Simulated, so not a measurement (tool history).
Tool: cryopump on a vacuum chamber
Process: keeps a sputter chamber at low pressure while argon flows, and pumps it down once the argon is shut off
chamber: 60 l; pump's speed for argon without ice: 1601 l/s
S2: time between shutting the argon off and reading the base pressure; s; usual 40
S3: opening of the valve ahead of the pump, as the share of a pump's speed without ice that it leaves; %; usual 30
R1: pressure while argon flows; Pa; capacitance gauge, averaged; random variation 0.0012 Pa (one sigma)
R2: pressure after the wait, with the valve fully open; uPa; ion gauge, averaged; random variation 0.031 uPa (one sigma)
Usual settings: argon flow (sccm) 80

Run 1, day 0.000: usual settings. Result: R1 0.3047 Pa, R2 3.41 uPa.
Run 2, day 0.817: usual settings but S3 16 %. Result: R1 0.5506 Pa, R2 3.47 uPa.
Run 3, day 1.562: usual settings but S3 24 %. Result: R1 0.3775 Pa, R2 3.41 uPa.
Run 4, day 2.429: usual settings but S3 24 %. Result: R1 0.3793 Pa, R2 3.40 uPa.
Run 5, day 3.142: usual settings but S3 24 %. Result: R1 0.3767 Pa, R2 3.38 uPa.
Run 6, day 4.104: usual settings but S3 41 %. Result: R1 0.2320 Pa, R2 3.59 uPa.
Run 7, day 5.217: usual settings but argon flow (sccm) 51. Result: R1 0.1977 Pa, R2 3.58 uPa.
Run 8, day 5.712: usual settings but argon flow (sccm) 51. Result: R1 0.1996 Pa, R2 3.52 uPa.
Run 9, day 6.183: usual settings but argon flow (sccm) 51, S3 18 %. Result: R1 0.3168 Pa, R2 3.64 uPa.
Run 10, day 7.196: usual settings but argon flow (sccm) 51, S3 18 %. Result: R1 0.3172 Pa, R2 3.64 uPa.
Run 11, day 7.892: usual settings but argon flow (sccm) 96. Result: R1 0.3757 Pa, R2 3.73 uPa.
Run 12, day 8.904: usual settings but argon flow (sccm) 96. Result: R1 0.3768 Pa, R2 3.71 uPa.
Run 13, day 9.762: usual settings but argon flow (sccm) 114, S2 214 s. Result: R1 0.4488 Pa, R2 2.59 uPa.
Run 14, day 10.800: usual settings but argon flow (sccm) 114, S2 214 s. Result: R1 0.4500 Pa, R2 2.60 uPa.
Run 15, day 11.921: usual settings but argon flow (sccm) 114, S2 214 s. Result: R1 0.4028 Pa, R2 2.00 uPa.

Not shown: 1 entry that the log had between the listed runs. Between which runs, and how does the tool's hidden state differ before and after?
Between runs 14 and 15: pump warmed up, emptied and cooled again (day 11.192)
  pump's speed, % of a pump's without ice: 72.1 -> 99.3; cold plate's temperature, K: 12.56 -> 12.57; leak into the chamber, uPa l/s: 2705 -> 2716
  measured less the result without the state, R1: +0.0485 -> +0.0023 Pa; R2: +2.16 -> +1.57 uPa
